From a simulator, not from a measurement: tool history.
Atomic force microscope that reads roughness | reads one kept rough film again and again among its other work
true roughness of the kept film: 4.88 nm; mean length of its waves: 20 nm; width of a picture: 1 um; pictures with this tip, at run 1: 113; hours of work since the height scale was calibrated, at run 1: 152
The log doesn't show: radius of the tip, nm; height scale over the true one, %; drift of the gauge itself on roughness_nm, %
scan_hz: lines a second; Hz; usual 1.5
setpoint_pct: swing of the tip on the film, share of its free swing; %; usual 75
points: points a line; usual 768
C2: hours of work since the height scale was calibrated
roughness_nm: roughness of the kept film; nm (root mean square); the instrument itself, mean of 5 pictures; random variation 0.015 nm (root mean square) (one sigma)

run 1 hour=0 | scan_hz=1.5 setpoint_pct=75 points=768 | pictures_with_this_tip=113 C2=152 | roughness_nm=2.973
run 2 hour=23.1 | scan_hz=1.5 setpoint_pct=75 points=384 | pictures_with_this_tip=163 C2=170 | roughness_nm=2.765
run 3 hour=62.1 | scan_hz=1.5 setpoint_pct=75 points=384 | pictures_with_this_tip=248 C2=201 | roughness_nm=2.481
-- hour=68.1 new tip fitted
run 4 hour=79.5 | scan_hz=1.5 setpoint_pct=75 points=384 | pictures_with_this_tip=24 C2=214 | roughness_nm=3.309
run 5 hour=112.8 | scan_hz=1.5 setpoint_pct=73 points=768 | pictures_with_this_tip=96 C2=240 | roughness_nm=3.059
run 6 hour=138.5 | scan_hz=1.5 setpoint_pct=73 points=768 | pictures_with_this_tip=152 C2=260 | roughness_nm=2.864
run 7 hour=172.3 | scan_hz=1.5 setpoint_pct=73 points=768 | pictures_with_this_tip=225 C2=287 | roughness_nm=2.618
-- hour=189.7 new tip fitted
run 8 hour=192.1 | scan_hz=1.5 setpoint_pct=73 points=768 | pictures_with_this_tip=6 C2=302 | roughness_nm=3.491
run 9 hour=230.6 | scan_hz=1.3 setpoint_pct=60 points=278 | pictures_with_this_tip=89 C2=332 | roughness_nm=3.067
run 10 hour=257.6 | scan_hz=1.3 setpoint_pct=60 points=278 | pictures_with_this_tip=147 C2=353 | roughness_nm=2.879
run 11 hour=281.3 | scan_hz=1.3 setpoint_pct=60 points=278 | pictures_with_this_tip=199 C2=372 | roughness_nm=2.715
-- hour=312.3 new tip fitted
run 12 hour=317.7 | scan_hz=1.68 setpoint_pct=62 points=768 | pictures_with_this_tip=11 C2=400 | roughness_nm=3.436
run 13 hour=345.5 | scan_hz=2.05 setpoint_pct=83 points=698 | pictures_with_this_tip=71 C2=421 | roughness_nm=3.01
run 14 hour=368.8 | scan_hz=2.71 setpoint_pct=70 points=388 | pictures_with_this_tip=122 C2=440 | roughness_nm=2.853
run 15 hour=403.7 | scan_hz=2.71 setpoint_pct=70 points=388 | pictures_with_this_tip=197 C2=467 | roughness_nm=2.635

Forecast each of these 4 alternatives for the next run:
-- hour=433 new tip fitted
run A hour=444 | scan_hz=2.71 setpoint_pct=90 points=435 | pictures_with_this_tip=24 C2=498 | roughness_nm=?
-- hour=433 new tip fitted
run B hour=444 | scan_hz=1.28 setpoint_pct=56 points=440 | pictures_with_this_tip=24 C2=498 | roughness_nm=?
-- hour=433 new tip fitted
run C hour=444 | scan_hz=2.71 setpoint_pct=79 points=986 | pictures_with_this_tip=24 C2=498 | roughness_nm=?
-- hour=433 new tip fitted
run D hour=444 | scan_hz=2.71 setpoint_pct=78 points=363 | pictures_with_this_tip=24 C2=498 | roughness_nm=?

run=A roughness_nm=3.041
run=B roughness_nm=3.363
run=C roughness_nm=3.2
run=D roughness_nm=3.178
Without the tool's hidden state the same runs would have given:
run=A roughness_nm=3.221
run=B roughness_nm=3.563
run=C roughness_nm=3.389
run=D roughness_nm=3.367
